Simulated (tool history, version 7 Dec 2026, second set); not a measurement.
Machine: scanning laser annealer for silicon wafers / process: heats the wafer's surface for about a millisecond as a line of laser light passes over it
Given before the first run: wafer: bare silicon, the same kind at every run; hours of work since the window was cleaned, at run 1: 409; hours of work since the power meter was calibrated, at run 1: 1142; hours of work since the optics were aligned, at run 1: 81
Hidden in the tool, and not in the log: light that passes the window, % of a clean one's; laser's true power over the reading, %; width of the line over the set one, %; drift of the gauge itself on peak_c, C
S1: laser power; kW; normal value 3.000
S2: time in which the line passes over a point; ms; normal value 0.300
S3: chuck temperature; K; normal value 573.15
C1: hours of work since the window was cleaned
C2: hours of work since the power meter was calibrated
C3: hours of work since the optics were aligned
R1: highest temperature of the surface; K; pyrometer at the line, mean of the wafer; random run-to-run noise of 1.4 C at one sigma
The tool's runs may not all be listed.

| run | hour | S1 | S2 | S3 | C1 | C2 | C3 | R1 |
|---|---|---|---|---|---|---|---|---|
| 1 | 0.0 | 3.000 | 0.300 | 573.15 | 409 | 1142 | 81 | 1299.15 |
| 2 | 29.4 | 3.000 | 0.296 | 573.15 | 425 | 1158 | 97 | 1290.15 |
| 3 | 78.4 | 3.000 | 0.296 | 573.15 | 452 | 1185 | 123 | 1290.15 |
|  | 88.8 | window over the wafer cleaned |
| 4 | 121.2 | 3.000 | 0.300 | 573.15 | 18 | 1207 | 146 | 1325.15 |
| 5 | 160.5 | 3.000 | 0.300 | 573.15 | 39 | 1228 | 167 | 1321.15 |
| 6 | 207.9 | 3.000 | 0.300 | 573.15 | 65 | 1254 | 193 | 1322.15 |
| 7 | 254.0 | 2.785 | 0.272 | 542.15 | 90 | 1279 | 218 | 1204.15 |
|  | 259.8 | laser's power meter calibrated |
| 8 | 280.8 | 2.785 | 0.272 | 542.15 | 103 | 11 | 231 | 1205.15 |
| 9 | 323.6 | 2.785 | 0.222 | 595.15 | 126 | 35 | 254 | 1184.15 |
|  | 345.1 | laser's power meter calibrated, once more |
| 10 | 354.8 | 2.785 | 0.252 | 595.15 | 141 | 5 | 269 | 1220.15 |
| 11 | 393.1 | 3.181 | 0.291 | 543.15 | 162 | 26 | 290 | 1309.15 |
| 12 | 447.2 | 3.181 | 0.291 | 543.15 | 192 | 55 | 320 | 1307.15 |

Each row is a separate what-if for the run after 12, all from the same tool condition, not one after another. Results?
| A | 477.2 | 3.288 | 0.291 | 543.15 | 208 | 72 | 336 | ? |
| B | 477.2 | 3.000 | 0.269 | 580.15 | 208 | 72 | 336 | ? |
| C | 477.2 | 2.975 | 0.263 | 573.15 | 208 | 72 | 336 | ? |

| run | R1 |
|---|---|
| A | 1329.15 |
| B | 1271.15 |
| C | 1249.15 |
With no hidden state in the tool, these same runs would have given:
| run | R1 |
|---|---|
| A | 1345.15 |
| B | 1285.15 |
| C | 1263.15 |
